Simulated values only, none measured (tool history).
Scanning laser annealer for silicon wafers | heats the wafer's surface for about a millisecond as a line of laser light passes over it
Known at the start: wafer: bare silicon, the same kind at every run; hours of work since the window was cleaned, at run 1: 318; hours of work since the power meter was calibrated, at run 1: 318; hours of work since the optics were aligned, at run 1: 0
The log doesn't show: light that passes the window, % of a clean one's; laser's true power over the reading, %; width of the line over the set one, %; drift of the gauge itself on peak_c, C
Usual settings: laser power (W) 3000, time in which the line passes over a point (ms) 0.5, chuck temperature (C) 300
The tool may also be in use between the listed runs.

| run | day | laser power (W) | time in which the line passes over a point (ms) | chuck temperature (C) | hours of work since the window was cleaned | hours of work since the power meter was calibrated | hours of work since the optics were aligned | highest temperature of the surface (C) |
|---|---|---|---|---|---|---|---|---|
| 1 | 0 | 3000 | 0.5 | 300 | 318 | 318 | 0 | 1116 |
| 2 | 2.896 | 3000 | 0.5 | 300 | 352 | 352 | 33 | 1111 |
| 3 | 4.646 | 3000 | 0.429 | 300 | 372 | 372 | 53 | 1049 |
| 4 | 6.983 | 3000 | 0.429 | 300 | 399 | 399 | 80 | 1048 |
| 5 | 10.204 | 3000 | 0.5 | 279 | 436 | 436 | 117 | 1087 |
| 6 | 12.3 | 3000 | 0.5 | 279 | 460 | 460 | 142 | 1088 |
|  | 15.204 | window over the wafer cleaned |
| 7 | 16.204 | 3063 | 0.5 | 300 | 12 | 504 | 186 | 1131 |
| 8 | 18.2 | 3063 | 0.5 | 300 | 34 | 527 | 209 | 1134 |
| 9 | 20.788 | 3063 | 0.5 | 300 | 64 | 557 | 238 | 1132 |
| 10 | 23.367 | 3063 | 0.5 | 300 | 94 | 587 | 268 | 1130 |
| 11 | 25.021 | 3063 | 0.5 | 300 | 113 | 606 | 287 | 1127 |
| 12 | 28.962 | 3234 | 0.467 | 264 | 158 | 651 | 332 | 1120 |
| 13 | 31.442 | 3198 | 0.558 | 267 | 187 | 679 | 361 | 1195 |
| 14 | 33.883 | 2912 | 0.387 | 277 | 215 | 708 | 389 | 962 |
| 15 | 37.85 | 3102 | 0.512 | 293 | 261 | 753 | 435 | 1147 |
| 16 | 41.008 | 3102 | 0.512 | 293 | 297 | 790 | 471 | 1148 |
| 17 | 43.254 | 3198 | 0.591 | 325 | 323 | 815 | 497 | 1275 |
| 18 | 46.617 | 2624 | 0.612 | 336 | 362 | 854 | 536 | 1105 |
| 19 | 49.254 | 2890 | 0.375 | 300 | 392 | 885 | 566 | 970 |

Forecast each of these 3 alternatives for the next run:
| A | 52.454 | 3065 | 0.5 | 292 | 429 | 921 | 603 | ? |
| B | 52.454 | 2752 | 0.586 | 322 | 429 | 921 | 603 | ? |
| C | 52.454 | 3266 | 0.481 | 335 | 429 | 921 | 603 | ? |

| run | highest temperature of the surface (C) |
|---|---|
| A | 1123 |
| B | 1112 |
| C | 1215 |
Without the tool's hidden state the same runs would have given:
| run | highest temperature of the surface (C) |
|---|---|
| A | 1124 |
| B | 1113 |
| C | 1216 |
